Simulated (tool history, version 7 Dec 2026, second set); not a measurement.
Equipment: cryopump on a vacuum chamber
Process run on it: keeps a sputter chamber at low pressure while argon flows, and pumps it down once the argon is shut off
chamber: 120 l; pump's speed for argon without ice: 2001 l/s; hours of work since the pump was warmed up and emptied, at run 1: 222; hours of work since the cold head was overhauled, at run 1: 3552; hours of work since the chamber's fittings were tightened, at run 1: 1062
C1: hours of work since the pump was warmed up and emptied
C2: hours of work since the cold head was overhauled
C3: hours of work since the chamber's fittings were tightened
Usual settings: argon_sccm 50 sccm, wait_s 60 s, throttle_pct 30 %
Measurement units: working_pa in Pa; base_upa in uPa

Run 1, day 0: usual settings; C1 222; C2 3552; C3 1062. Result: working_pa 0.1467 Pa, base_upa 1.34 uPa.
Run 2, day 4.917: usual settings; C1 313; C2 3643; C3 1153. Result: working_pa 0.149 Pa, base_upa 1.53 uPa.
At day 6.567: pump warmed up, emptied and cooled again.
Run 3, day 8.033: usual settings; C1 27; C2 3697; C3 1207. Result: working_pa 0.1436 Pa, base_upa 1.35 uPa.
Run 4, day 13.588: usual settings; C1 130; C2 3800; C3 1309. Result: working_pa 0.1458 Pa, base_upa 1.52 uPa.
Run 5, day 16.758: usual settings; C1 189; C2 3859; C3 1368. Result: working_pa 0.147 Pa, base_upa 1.6 uPa.
Run 6, day 19.192: usual settings but argon_sccm 55 sccm; C1 234; C2 3904; C3 1413. Result: working_pa 0.1604 Pa, base_upa 1.59 uPa.
Run 7, day 23.788: usual settings but wait_s 71 s; C1 319; C2 3989; C3 1498. Result: working_pa 0.1487 Pa, base_upa 1.69 uPa.
At day 25.033: pump warmed up, emptied and cooled again.
Run 8, day 27.258: usual settings but argon_sccm 44 sccm, wait_s 71 s; C1 41; C2 4049; C3 1559. Result: working_pa 0.1252 Pa, base_upa 1.53 uPa.
Run 9, day 32.546: usual settings but argon_sccm 44 sccm, wait_s 71 s; C1 139; C2 4147; C3 1657. Result: working_pa 0.1276 Pa, base_upa 1.62 uPa.
Run 10, day 35.308: usual settings but wait_s 147 s; C1 190; C2 4198; C3 1708. Result: working_pa 0.1459 Pa, base_upa 1.5 uPa.
Run 11, day 39.821: usual settings but wait_s 147 s; C1 274; C2 4282; C3 1791. Result: working_pa 0.1469 Pa, base_upa 1.65 uPa.
At day 43.483: pump warmed up, emptied and cooled again.
Run 12, day 44.546: usual settings; C1 20; C2 4365; C3 1875. Result: working_pa 0.1433 Pa, base_upa 1.79 uPa.
Run 13, day 49.729: usual settings; C1 116; C2 4461; C3 1971. Result: working_pa 0.1433 Pa, base_upa 1.93 uPa.
Run 14, day 53.079: usual settings; C1 178; C2 4523; C3 2033. Result: working_pa 0.1441 Pa, base_upa 1.94 uPa.
Run 15, day 58.196: usual settings but argon_sccm 64 sccm; C1 272; C2 4618; C3 2128. Result: working_pa 0.1888 Pa, base_upa 2.08 uPa.
At day 62.096: pump warmed up, emptied and cooled again.
Run 16, day 63.867: usual settings but argon_sccm 64 sccm; C1 33; C2 4719; C3 2229. Result: working_pa 0.1821 Pa, base_upa 1.96 uPa.
Run 17, day 68.383: usual settings but argon_sccm 64 sccm; C1 116; C2 4803; C3 2312. Result: working_pa 0.1851 Pa, base_upa 2.16 uPa.
Run 18, day 71.062: usual settings but argon_sccm 68 sccm; C1 166; C2 4853; C3 2362. Result: working_pa 0.1962 Pa, base_upa 2.22 uPa.
At day 73.846: leaking fittings of the chamber tightened, without venting.
Run 19, day 74.133: usual settings but argon_sccm 22 sccm, wait_s 45 s, throttle_pct 38 %; C1 221; C2 4908; C3 5. Result: working_pa 0.0508 Pa, base_upa 0.88 uPa.
Run 20, day 77.604: usual settings but argon_sccm 22 sccm, wait_s 30 s, throttle_pct 38 %; C1 286; C2 4972; C3 70. Result: working_pa 0.0525 Pa, base_upa 1.24 uPa.
At day 80.608: pump warmed up, emptied and cooled again.
Run 21, day 82.992: usual settings but argon_sccm 22 sccm, wait_s 30 s, throttle_pct 38 %; C1 44; C2 5068; C3 166. Result: working_pa 0.0507 Pa, base_upa 1.31 uPa.
Run 22, day 85.825: usual settings but argon_sccm 22 sccm, wait_s 30 s, throttle_pct 38 %; C1 97; C2 5120; C3 218. Result: working_pa 0.0501 Pa, base_upa 1.28 uPa.
Run 23, day 90.983: usual settings but wait_s 28 s; C1 192; C2 5216; C3 313. Result: working_pa 0.1453 Pa, base_upa 1.54 uPa.
Run 24, day 95.762: usual settings but wait_s 154 s, throttle_pct 59 %; C1 281; C2 5304; C3 402. Result: working_pa 0.0793 Pa, base_upa 0.68 uPa.
At day 99.171: pump warmed up, emptied and cooled again.
Run 25, day 99.479: usual settings but argon_sccm 65 sccm, wait_s 154 s, throttle_pct 23 %; C1 6; C2 5369; C3 467. Result: working_pa 0.2406 Pa, base_upa 0.66 uPa.
Run 26, day 104.483: usual settings but argon_sccm 65 sccm, wait_s 30 s, throttle_pct 53 %; C1 98; C2 5462; C3 560. Result: working_pa 0.1071 Pa, base_upa 1.53 uPa.
Run 27, day 107.767: usual settings but argon_sccm 53 sccm, wait_s 30 s, throttle_pct 15 %; C1 159; C2 5523; C3 620. Result: working_pa 0.3041 Pa, base_upa 1.6 uPa.
Run 28, day 112.704: usual settings but argon_sccm 53 sccm, wait_s 30 s, throttle_pct 15 %; C1 251; C2 5614; C3 712. Result: working_pa 0.306 Pa, base_upa 1.67 uPa.
Run 29, day 115.746: usual settings but argon_sccm 25 sccm, wait_s 30 s, throttle_pct 57 %; C1 307; C2 5671; C3 768. Result: working_pa 0.0416 Pa, base_upa 1.74 uPa.
At day 117.912: pump warmed up, emptied and cooled again.
Run 30, day 119.479: usual settings but argon_sccm 39 sccm, throttle_pct 19 %; C1 29; C2 5736; C3 833. Result: working_pa 0.1756 Pa, base_upa 1.17 uPa.
Run 31, day 123.408: usual settings but argon_sccm 39 sccm, throttle_pct 19 %; C1 102; C2 5809; C3 906. Result: working_pa 0.1752 Pa, base_upa 1.29 uPa.
Run 32, day 126.35: usual settings but argon_sccm 22 sccm, wait_s 48 s, throttle_pct 23 %; C1 156; C2 5863; C3 961. Result: working_pa 0.0825 Pa, base_upa 1.4 uPa.
Run 33, day 128.604: usual settings but argon_sccm 22 sccm, wait_s 48 s, throttle_pct 23 %; C1 198; C2 5905; C3 1002. Result: working_pa 0.0838 Pa, base_upa 1.45 uPa.
Run 34, day 132.267: usual settings but argon_sccm 49 sccm, throttle_pct 48 %; C1 266; C2 5973; C3 1070. Result: working_pa 0.0927 Pa, base_upa 1.42 uPa.

Measured less the same run without the tool's hidden state. The same run-to-run variation is in both; the gauge's scatter may not be:
Hidden state at play: pump's speed, % of a pump's without ice; cold plate's temperature, K; leak into the chamber, uPa l/s; drift of the gauge itself on working_pa, %; drift of the gauge itself on base_upa, %.
run  working_pa  base_upa
  1      +0.006     +0.71
  2     +0.0082     +0.85
  3     +0.0014     +0.72
  4     +0.0034     +0.85
  5     +0.0048     +0.93
  6     +0.0064     +0.95
  7     +0.0076     +1.08
  8     +0.0017     +0.95
  9     +0.0034     +1.05
 10     +0.0049     +1.12
 11     +0.0067     +1.24
 12     +0.0012     +1.13
 13      +0.003     +1.26
 14     +0.0042     +1.29
 15      +0.008     +1.42
 16     +0.0022     +1.33
 17      +0.004     +1.47
 18     +0.0056     +1.57
 19     +0.0024     +0.06
 20     +0.0029     +0.11
 21      +0.001     +0.15
 22     +0.0014     +0.18
 23     +0.0053     +0.27
 24     +0.0071     +0.34
 25     +0.0019     +0.32
 26      +0.004     +0.39
 27     +0.0045     +0.44
 28     +0.0067     +0.53
 29     +0.0038     +0.59
 30     +0.0013     +0.53
 31     +0.0025     +0.62
 32     +0.0019     +0.65
 33     +0.0022     +0.69
 34     +0.0065     +0.75
